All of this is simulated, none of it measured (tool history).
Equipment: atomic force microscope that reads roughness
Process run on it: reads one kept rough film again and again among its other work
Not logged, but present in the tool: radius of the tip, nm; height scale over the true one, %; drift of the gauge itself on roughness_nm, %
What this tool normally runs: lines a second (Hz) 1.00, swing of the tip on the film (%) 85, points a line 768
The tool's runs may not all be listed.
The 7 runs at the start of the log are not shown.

run	hour	lines a second (Hz)	swing of the tip on the film (%)	points a line	pictures with this tip	hours of work since the height scale was calibrated	roughness of the kept film (nm (root mean square))
8	107.6	1.05	85	768	162	113	3.972
9	123.4	1.05	85	768	186	126	3.967
10	141.4	1.00	85	633	212	140	3.958
# hour 153.3: new tip fitted
11	161.2	1.00	85	522	11	155	3.981
12	172.0	1.00	85	522	28	163	3.957
13	186.8	1.00	85	957	50	175	4.026
14	207.8	1.00	85	957	81	191	3.995
15	220.7	1.00	85	957	101	201	4.005
16	241.1	1.00	85	957	131	217	3.988
17	252.8	1.00	85	768	149	226	3.989
18	273.8	0.70	72	768	180	242	4.180
19	293.0	0.70	60	497	209	257	4.186
# hour 307.8: new tip fitted
20	313.3	1.00	87	378	8	273	3.917
21	328.4	1.39	58	558	30	284	4.151
22	348.4	1.39	58	558	60	300	4.209

Expected results for the next run?
23	368.2	2.51	83	768	90	315	?

For run 23 the tool returned roughness of the kept film (nm (root mean square)) 3.678.
Had the tool carried no hidden state, the very same run would have given roughness of the kept film (nm (root mean square)) 3.684.

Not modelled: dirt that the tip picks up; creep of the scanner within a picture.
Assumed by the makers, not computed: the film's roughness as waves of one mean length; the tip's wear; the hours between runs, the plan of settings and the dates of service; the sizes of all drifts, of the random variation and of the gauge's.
